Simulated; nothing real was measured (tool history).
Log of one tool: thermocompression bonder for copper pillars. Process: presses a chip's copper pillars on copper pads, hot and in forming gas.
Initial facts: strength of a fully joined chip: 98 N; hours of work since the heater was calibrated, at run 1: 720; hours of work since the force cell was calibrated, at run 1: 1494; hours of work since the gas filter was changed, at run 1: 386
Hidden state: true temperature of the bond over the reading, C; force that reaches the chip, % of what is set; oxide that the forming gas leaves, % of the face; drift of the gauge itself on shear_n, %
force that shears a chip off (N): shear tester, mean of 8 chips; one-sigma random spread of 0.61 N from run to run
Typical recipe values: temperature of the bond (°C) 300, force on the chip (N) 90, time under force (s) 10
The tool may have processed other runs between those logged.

| run | day | temperature of the bond (°C) | force on the chip (N) | time under force (s) | hours of work since the heater was calibrated | hours of work since the force cell was calibrated | hours of work since the gas filter was changed | force that shears a chip off (N) |
|---|---|---|---|---|---|---|---|---|
| 1 | 0 | 300 | 90 | 10 | 720 | 1494 | 386 | 25.3 |
| 2 | 1.638 | 300 | 90 | 10 | 751 | 1525 | 417 | 24.1 |
| 3 | 2.671 | 300 | 90 | 10 | 770 | 1544 | 436 | 25.9 |
| 4 | 4.183 | 300 | 97 | 10 | 798 | 1572 | 465 | 26.6 |
|  | 4.425 | forming gas filter changed |
| 5 | 6.392 | 300 | 101 | 10 | 840 | 1613 | 37 | 28.8 |
|  | 8.012 | heater calibrated with a thermocouple chip |
| 6 | 8.275 | 300 | 101 | 10 | 5 | 1647 | 71 | 37.5 |
| 7 | 9.962 | 300 | 90 | 10 | 37 | 1679 | 102 | 31.6 |
| 8 | 10.933 | 300 | 90 | 28 | 55 | 1697 | 121 | 46 |
| 9 | 13.15 | 304 | 90 | 5 | 96 | 1739 | 162 | 23.3 |
| 10 | 15.271 | 324 | 121 | 11 | 136 | 1779 | 202 | 55.9 |
| 11 | 16.679 | 324 | 71 | 6 | 163 | 1805 | 228 | 24.3 |
| 12 | 18 | 324 | 71 | 6 | 188 | 1830 | 253 | 25.6 |
| 13 | 19.108 | 324 | 71 | 6 | 208 | 1851 | 274 | 25.5 |

Subtracting, for every run, the result it would have given without the tool's unlogged condition from the measured result gives the following. The same run-to-run variation enters both numbers; the gauge's scatter may not:
| run | force that shears a chip off (N) |
|---|---|
| 1 | -9.5 |
| 2 | -10 |
| 3 | -10.4 |
| 4 | -11.2 |
| 5 | -9.6 |
| 6 | -3.7 |
| 7 | -3.8 |
| 8 | -5.1 |
| 9 | -3.7 |
| 10 | -7.2 |
| 11 | -4.6 |
| 12 | -5 |
| 13 | -5.3 |
